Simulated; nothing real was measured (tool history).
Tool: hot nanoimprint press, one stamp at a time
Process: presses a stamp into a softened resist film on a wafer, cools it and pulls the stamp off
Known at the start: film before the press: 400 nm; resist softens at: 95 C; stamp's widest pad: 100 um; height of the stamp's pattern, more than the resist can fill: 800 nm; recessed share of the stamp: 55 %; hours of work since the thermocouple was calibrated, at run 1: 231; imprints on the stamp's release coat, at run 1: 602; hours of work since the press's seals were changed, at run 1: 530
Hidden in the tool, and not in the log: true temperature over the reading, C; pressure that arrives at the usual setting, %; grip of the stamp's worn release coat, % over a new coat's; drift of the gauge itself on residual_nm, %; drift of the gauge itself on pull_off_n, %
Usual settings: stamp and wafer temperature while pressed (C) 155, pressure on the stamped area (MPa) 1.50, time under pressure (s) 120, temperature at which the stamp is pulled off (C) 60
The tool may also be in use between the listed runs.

run   hour  stamp and wafer temperature while pressed (C)  pressure on the stamped area (MPa)  time under pressure (s)  temperature at which the stamp is pulled off (C)  hours of work since the thermocouple was calibrated  imprints on the stamp's release coat  hours of work since the press's seals were changed  resist left under the stamp's widest pad (Å)  greatest force while the stamp is pulled off (N)
  1    0.0                                            155                                1.50                      120                                                60                                                  231                                   602                                                 530                                          1725                                               142
  2   46.5                                            155                                1.50                      120                                                60                                                  255                                   709                                                 554                                          1753                                               148
  3   86.7                                            155                                1.50                      120                                                60                                                  275                                   801                                                 575                                          1758                                               151
  4  130.7                                            155                                1.50                      120                                                60                                                  298                                   902                                                 597                                          1773                                               156
  5  169.9                                            155                                1.50                      120                                                60                                                  318                                   993                                                 617                                          1781                                               162
     221.8  -- plate thermocouple calibrated
  6  222.0                                            155                                1.50                      120                                                60                                                    0                                  1105                                                 643                                          1812                                               167
  7  252.2                                            155                                1.50                      120                                                60                                                   16                                  1175                                                 658                                          1826                                               174
  8  303.5                                            155                                1.50                      120                                                60                                                   42                                  1293                                                 684                                          1832                                               180
  9  360.9                                            155                                1.50                      120                                                60                                                   71                                  1425                                                 714                                          1874                                               189
     404.2  -- plate thermocouple calibrated, once more
 10  416.3                                            155                                1.50                      120                                                60                                                    6                                  1545                                                 741                                          1737                                               185
     429.8  -- press's hydraulic seals changed and the load cell set to zero
 11  467.6                                            147                                1.31                      180                                                50                                                   28                                  1644                                                  19                                          2254                                               240
     484.5  -- stamp cleaned and given a new release coat
 12  503.9                                            147                                1.10                      180                                                50                                                   44                                    44                                                  35                                          2374                                               149
 13  557.2                                            147                                1.10                      180                                                50                                                   71                                   167                                                  62                                          2418                                               155
 14  602.8                                            155                                1.50                       81                                                49                                                   95                                   271                                                  86                                          1960                                               166
 15  646.2                                            155                                1.50                       81                                                49                                                  117                                   371                                                 108                                          1982                                               177
 16  703.9                                            158                                0.94                       63                                                49                                                  146                                   504                                                 137                                          2305                                               185
 17  750.3                                            157                                1.50                      120                                                60                                                  170                                   610                                                 161                                          1581                                               148
 18  801.5                                            157                                1.27                      120                                                48                                                  196                                   728                                                 187                                          1702                                               204
 19  857.1                                            155                                2.27                      210                                                46                                                  225                                   856                                                 216                                          1142                                               211

3 ways to go on from here, each from the tool as it stands after run 19. What would each give?
  A  894.7                                            145                                2.27                      210                                                63                                                  244                                   942                                                 235                                             ?                                                 ?
  B  894.7                                            155                                1.72                      147                                                59                                                  244                                   942                                                 235                                             ?                                                 ?
  C  894.7                                            159                                1.50                      167                                                60                                                  244                                   942                                                 235                                             ?                                                 ?

run  resist left under the stamp's widest pad (Å)  greatest force while the stamp is pulled off (N)
  A                                          1928                                               143
  B                                          1520                                               160
  C                                          1276                                               153
Without the tool's hidden state the same runs would have given:
run  resist left under the stamp's widest pad (Å)  greatest force while the stamp is pulled off (N)
  A                                          1824                                               102
  B                                          1444                                               115
  C                                          1215                                               110
